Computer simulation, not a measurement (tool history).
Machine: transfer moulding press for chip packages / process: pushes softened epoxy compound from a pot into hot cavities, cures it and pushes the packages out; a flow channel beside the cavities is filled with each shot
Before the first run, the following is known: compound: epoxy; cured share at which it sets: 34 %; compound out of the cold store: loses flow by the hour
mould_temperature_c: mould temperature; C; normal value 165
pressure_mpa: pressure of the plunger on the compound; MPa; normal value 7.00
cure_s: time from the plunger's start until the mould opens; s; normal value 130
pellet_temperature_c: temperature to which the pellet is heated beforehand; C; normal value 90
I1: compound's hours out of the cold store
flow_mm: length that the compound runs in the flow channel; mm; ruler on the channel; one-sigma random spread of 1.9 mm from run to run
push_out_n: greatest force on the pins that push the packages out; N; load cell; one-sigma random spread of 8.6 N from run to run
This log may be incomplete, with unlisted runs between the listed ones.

{"run": 1, "hour": 0.0, "mould_temperature_c": 165, "pressure_mpa": 7.0, "cure_s": 130, "pellet_temperature_c": 90, "I1": 11.1, "flow_mm": 642, "push_out_n": 699}
{"hour": 42.2, "done": "cavities cleaned with cleaning compound and waxed"}
{"run": 2, "hour": 82.9, "mould_temperature_c": 165, "pressure_mpa": 7.0, "cure_s": 130, "pellet_temperature_c": 90, "I1": 23.0, "flow_mm": 593, "push_out_n": 755}
{"run": 3, "hour": 123.2, "mould_temperature_c": 165, "pressure_mpa": 7.0, "cure_s": 130, "pellet_temperature_c": 90, "I1": 20.9, "flow_mm": 601, "push_out_n": 717}
{"hour": 145.1, "done": "cavities cleaned with cleaning compound and waxed"}
{"run": 4, "hour": 212.9, "mould_temperature_c": 165, "pressure_mpa": 7.0, "cure_s": 130, "pellet_temperature_c": 90, "I1": 44.9, "flow_mm": 523, "push_out_n": 691}
{"hour": 246.4, "done": "cavities cleaned with cleaning compound and waxed"}
{"run": 5, "hour": 305.6, "mould_temperature_c": 165, "pressure_mpa": 7.0, "cure_s": 117, "pellet_temperature_c": 90, "I1": 26.4, "flow_mm": 567, "push_out_n": 752}
{"hour": 339.8, "done": "plunger's sealing rings changed"}
{"hour": 345.7, "done": "mould's thermocouples calibrated"}
{"hour": 351.8, "done": "cavities cleaned with cleaning compound and waxed"}
{"run": 6, "hour": 357.5, "mould_temperature_c": 165, "pressure_mpa": 7.0, "cure_s": 117, "pellet_temperature_c": 90, "I1": 15.4, "flow_mm": 629, "push_out_n": 530}
{"run": 7, "hour": 433.7, "mould_temperature_c": 165, "pressure_mpa": 7.0, "cure_s": 130, "pellet_temperature_c": 90, "I1": 47.7, "flow_mm": 531, "push_out_n": 686}
{"hour": 442.9, "done": "cavities cleaned with cleaning compound and waxed, once more"}
{"run": 8, "hour": 483.5, "mould_temperature_c": 165, "pressure_mpa": 7.0, "cure_s": 130, "pellet_temperature_c": 92, "I1": 46.6, "flow_mm": 529, "push_out_n": 644}
{"run": 9, "hour": 528.7, "mould_temperature_c": 160, "pressure_mpa": 7.0, "cure_s": 130, "pellet_temperature_c": 92, "I1": 14.6, "flow_mm": 627, "push_out_n": 897}
{"hour": 544.4, "done": "cavities cleaned with cleaning compound and waxed"}
{"run": 10, "hour": 568.4, "mould_temperature_c": 160, "pressure_mpa": 7.0, "cure_s": 130, "pellet_temperature_c": 92, "I1": 45.1, "flow_mm": 534, "push_out_n": 696}
{"hour": 643.9, "done": "cavities cleaned with cleaning compound and waxed"}
{"run": 11, "hour": 650.2, "mould_temperature_c": 165, "pressure_mpa": 7.0, "cure_s": 130, "pellet_temperature_c": 90, "I1": 44.6, "flow_mm": 519, "push_out_n": 444}
{"run": 12, "hour": 719.7, "mould_temperature_c": 165, "pressure_mpa": 7.0, "cure_s": 130, "pellet_temperature_c": 90, "I1": 40.0, "flow_mm": 525, "push_out_n": 691}
{"hour": 742.0, "done": "plunger's sealing rings changed"}
{"hour": 751.4, "done": "cavities cleaned with cleaning compound and waxed"}
{"run": 13, "hour": 772.6, "mould_temperature_c": 165, "pressure_mpa": 7.0, "cure_s": 130, "pellet_temperature_c": 90, "I1": 36.0, "flow_mm": 568, "push_out_n": 539}
{"hour": 853.7, "done": "cavities cleaned with cleaning compound and waxed"}
{"run": 14, "hour": 859.7, "mould_temperature_c": 165, "pressure_mpa": 7.0, "cure_s": 163, "pellet_temperature_c": 90, "I1": 44.0, "flow_mm": 532, "push_out_n": 401}
{"run": 15, "hour": 930.7, "mould_temperature_c": 165, "pressure_mpa": 8.74, "cure_s": 163, "pellet_temperature_c": 95, "I1": 37.4, "flow_mm": 611, "push_out_n": 634}
{"hour": 953.5, "done": "cavities cleaned with cleaning compound and waxed"}
{"hour": 1001.6, "done": "mould's thermocouples calibrated"}
{"run": 16, "hour": 1019.6, "mould_temperature_c": 170, "pressure_mpa": 8.74, "cure_s": 168, "pellet_temperature_c": 95, "I1": 35.9, "flow_mm": 597, "push_out_n": 597}
{"hour": 1058.7, "done": "cavities cleaned with cleaning compound and waxed"}
{"run": 17, "hour": 1104.8, "mould_temperature_c": 159, "pressure_mpa": 6.5, "cure_s": 160, "pellet_temperature_c": 97, "I1": 20.0, "flow_mm": 571, "push_out_n": 659}
{"hour": 1145.6, "done": "plunger's sealing rings changed"}
{"hour": 1160.7, "done": "cavities cleaned with cleaning compound and waxed"}
{"run": 18, "hour": 1173.9, "mould_temperature_c": 169, "pressure_mpa": 6.67, "cure_s": 118, "pellet_temperature_c": 97, "I1": 32.1, "flow_mm": 558, "push_out_n": 489}
{"hour": 1259.6, "done": "cavities cleaned with cleaning compound and waxed"}
{"run": 19, "hour": 1263.5, "mould_temperature_c": 169, "pressure_mpa": 6.67, "cure_s": 118, "pellet_temperature_c": 97, "I1": 34.5, "flow_mm": 543, "push_out_n": 412}
{"run": 20, "hour": 1313.3, "mould_temperature_c": 163, "pressure_mpa": 8.18, "cure_s": 130, "pellet_temperature_c": 97, "I1": 43.6, "flow_mm": 581, "push_out_n": 702}
{"hour": 1362.7, "done": "cavities cleaned with cleaning compound and waxed"}
{"run": 21, "hour": 1365.4, "mould_temperature_c": 165, "pressure_mpa": 7.0, "cure_s": 168, "pellet_temperature_c": 82, "I1": 18.6, "flow_mm": 600, "push_out_n": 347}
{"run": 22, "hour": 1412.0, "mould_temperature_c": 170, "pressure_mpa": 7.0, "cure_s": 140, "pellet_temperature_c": 99, "I1": 17.0, "flow_mm": 592, "push_out_n": 576}
{"run": 23, "hour": 1452.4, "mould_temperature_c": 158, "pressure_mpa": 6.73, "cure_s": 138, "pellet_temperature_c": 97, "I1": 41.7, "flow_mm": 529, "push_out_n": 852}
{"hour": 1464.0, "done": "cavities cleaned with cleaning compound and waxed"}
{"run": 24, "hour": 1517.6, "mould_temperature_c": 158, "pressure_mpa": 6.73, "cure_s": 165, "pellet_temperature_c": 97, "I1": 15.5, "flow_mm": 596, "push_out_n": 668}
{"hour": 1548.4, "done": "plunger's sealing rings changed"}
{"hour": 1569.9, "done": "cavities cleaned with cleaning compound and waxed"}
{"run": 25, "hour": 1592.7, "mould_temperature_c": 165, "pressure_mpa": 6.68, "cure_s": 130, "pellet_temperature_c": 90, "I1": 10.5, "flow_mm": 625, "push_out_n": 589}
{"hour": 1658.3, "done": "mould's thermocouples calibrated"}
{"hour": 1674.3, "done": "cavities cleaned with cleaning compound and waxed"}
{"run": 26, "hour": 1686.0, "mould_temperature_c": 165, "pressure_mpa": 6.68, "cure_s": 130, "pellet_temperature_c": 90, "I1": 20.1, "flow_mm": 590, "push_out_n": 499}

Pick out some run-to-run changes in flow_mm. Of each, how much would a tool without hidden state show as well, from the settings, what came in and chance, and how much is left for the hidden state and any gauge scatter not in both results compared?
What the log doesn't record here: true mould temperature over the reading, C; pressure that reaches the compound, % of what is set; grip of the stained cavities, % over clean ones'; drift of the gauge itself on flow_mm, %; drift of the gauge itself on push_out_n, %.
Run 6 -> 7: cure_s 117 -> 130. flow_mm -98 mm: hidden state -5, all else -93.
Run 8 -> 9: mould_temperature_c 165 -> 160. flow_mm +98 mm: hidden state -7, all else +105.
Run 17 -> 18: mould_temperature_c 159 -> 169, pressure_mpa 6.50 -> 6.67, cure_s 160 -> 118, plunger's sealing rings changed, cavities cleaned with cleaning compound and waxed. flow_mm -13 mm: hidden state +32, all else -45.
Run 24 -> 25: mould_temperature_c 158 -> 165, pressure_mpa 6.73 -> 6.68, cure_s 165 -> 130, pellet_temperature_c 97 -> 90, plunger's sealing rings changed, cavities cleaned with cleaning compound and waxed. flow_mm +29 mm: hidden state +32, all else -3.

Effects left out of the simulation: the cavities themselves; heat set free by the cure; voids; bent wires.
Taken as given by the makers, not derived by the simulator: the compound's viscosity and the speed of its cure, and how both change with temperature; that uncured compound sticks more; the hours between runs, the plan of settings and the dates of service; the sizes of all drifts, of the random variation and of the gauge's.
